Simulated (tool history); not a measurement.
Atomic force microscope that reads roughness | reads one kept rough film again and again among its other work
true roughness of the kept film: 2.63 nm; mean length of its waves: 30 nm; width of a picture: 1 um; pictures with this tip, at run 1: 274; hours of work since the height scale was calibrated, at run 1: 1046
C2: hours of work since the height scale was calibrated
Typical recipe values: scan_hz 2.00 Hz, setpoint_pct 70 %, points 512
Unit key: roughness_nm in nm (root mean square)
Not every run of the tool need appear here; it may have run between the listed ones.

Run 1, day 0.000: usual settings; pictures with this tip 274; C2 1046. Result: roughness_nm 1.573 nm (root mean square).
At day 1.083: new tip fitted.
Run 2, day 1.229: usual settings; pictures with this tip 8; C2 1069. Result: roughness_nm 2.107 nm (root mean square).
Run 3, day 2.142: usual settings; pictures with this tip 58; C2 1086. Result: roughness_nm 1.972 nm (root mean square).
Run 4, day 3.467: usual settings; pictures with this tip 130; C2 1110. Result: roughness_nm 1.814 nm (root mean square).
Run 5, day 4.854: usual settings; pictures with this tip 206; C2 1136. Result: roughness_nm 1.710 nm (root mean square).
Run 6, day 5.808: usual settings; pictures with this tip 258; C2 1154. Result: roughness_nm 1.629 nm (root mean square).
Run 7, day 7.062: usual settings; pictures with this tip 327; C2 1177. Result: roughness_nm 1.535 nm (root mean square).
At day 7.196: new tip fitted.
Run 8, day 8.104: usual settings; pictures with this tip 49; C2 1196. Result: roughness_nm 1.999 nm (root mean square).
Run 9, day 9.088: usual settings; pictures with this tip 103; C2 1214. Result: roughness_nm 1.886 nm (root mean square).
Run 10, day 10.054: usual settings but setpoint_pct 56 %; pictures with this tip 156; C2 1232. Result: roughness_nm 1.875 nm (root mean square).
Run 11, day 11.533: usual settings; pictures with this tip 237; C2 1260. Result: roughness_nm 1.641 nm (root mean square).
Run 12, day 12.367: usual settings but scan_hz 0.61 Hz; pictures with this tip 282; C2 1275. Result: roughness_nm 1.693 nm (root mean square).
At day 13.238: new tip fitted.
Run 13, day 13.692: usual settings but scan_hz 0.61 Hz; pictures with this tip 24; C2 1300. Result: roughness_nm 2.180 nm (root mean square).
Run 14, day 15.017: usual settings; pictures with this tip 97; C2 1324. Result: roughness_nm 1.891 nm (root mean square).
Run 15, day 15.958: usual settings but scan_hz 3.12 Hz, setpoint_pct 60 %, points 756; pictures with this tip 148; C2 1342. Result: roughness_nm 1.816 nm (root mean square).
Run 16, day 17.058: usual settings but scan_hz 2.38 Hz, setpoint_pct 77 %; pictures with this tip 208; C2 1362. Result: roughness_nm 1.590 nm (root mean square).
Run 17, day 18.450: usual settings but scan_hz 1.14 Hz, setpoint_pct 79 %, points 565; pictures with this tip 284; C2 1388. Result: roughness_nm 1.590 nm (root mean square).
At day 19.283: new tip fitted.
Run 18, day 19.617: usual settings but scan_hz 1.14 Hz, setpoint_pct 79 %, points 565; pictures with this tip 18; C2 1409. Result: roughness_nm 2.067 nm (root mean square).
Run 19, day 21.179: usual settings but scan_hz 1.14 Hz, setpoint_pct 79 %, points 565; pictures with this tip 103; C2 1438. Result: roughness_nm 1.880 nm (root mean square).
Run 20, day 21.912: usual settings but setpoint_pct 77 %; pictures with this tip 143; C2 1452. Result: roughness_nm 1.733 nm (root mean square).
Run 21, day 23.208: usual settings but scan_hz 0.55 Hz, setpoint_pct 79 %, points 1022; pictures with this tip 214; C2 1476. Result: roughness_nm 1.764 nm (root mean square).
Run 22, day 24.571: usual settings but scan_hz 0.79 Hz, points 519; pictures with this tip 288; C2 1501. Result: roughness_nm 1.664 nm (root mean square).
Run 23, day 25.262: usual settings but scan_hz 0.59 Hz, setpoint_pct 62 %, points 519; pictures with this tip 326; C2 1514. Result: roughness_nm 1.630 nm (root mean square).
At day 25.421: new tip fitted.
Run 24, day 26.562: usual settings but scan_hz 0.59 Hz, setpoint_pct 62 %, points 519; pictures with this tip 62; C2 1538. Result: roughness_nm 2.123 nm (root mean square).
Run 25, day 27.433: usual settings but scan_hz 3.43 Hz, points 548; pictures with this tip 110; C2 1554. Result: roughness_nm 1.762 nm (root mean square).
Run 26, day 28.696: usual settings but scan_hz 2.74 Hz, points 341; pictures with this tip 179; C2 1578. Result: roughness_nm 1.704 nm (root mean square).
Run 27, day 29.708: usual settings but scan_hz 2.74 Hz, points 341; pictures with this tip 234; C2 1596. Result: roughness_nm 1.607 nm (root mean square).

Some steps in roughness_nm between neighbouring runs. How much of each would the tool show without its hidden state too (settings, what came in, random variation), and how much is left for the hidden state, with any gauge scatter that isn't in both results?
Hidden state present: radius of the tip, nm; height scale over the true one, %; drift of the gauge itself on roughness_nm, %.
Run 1 -> 2: new tip fitted. roughness_nm +0.534 nm (root mean square): hidden state +0.504, all else +0.030.
Run 12 -> 13: new tip fitted. roughness_nm +0.487 nm (root mean square): hidden state +0.489, all else -0.002.
Run 23 -> 24: new tip fitted. roughness_nm +0.493 nm (root mean square): hidden state +0.478, all else +0.015.

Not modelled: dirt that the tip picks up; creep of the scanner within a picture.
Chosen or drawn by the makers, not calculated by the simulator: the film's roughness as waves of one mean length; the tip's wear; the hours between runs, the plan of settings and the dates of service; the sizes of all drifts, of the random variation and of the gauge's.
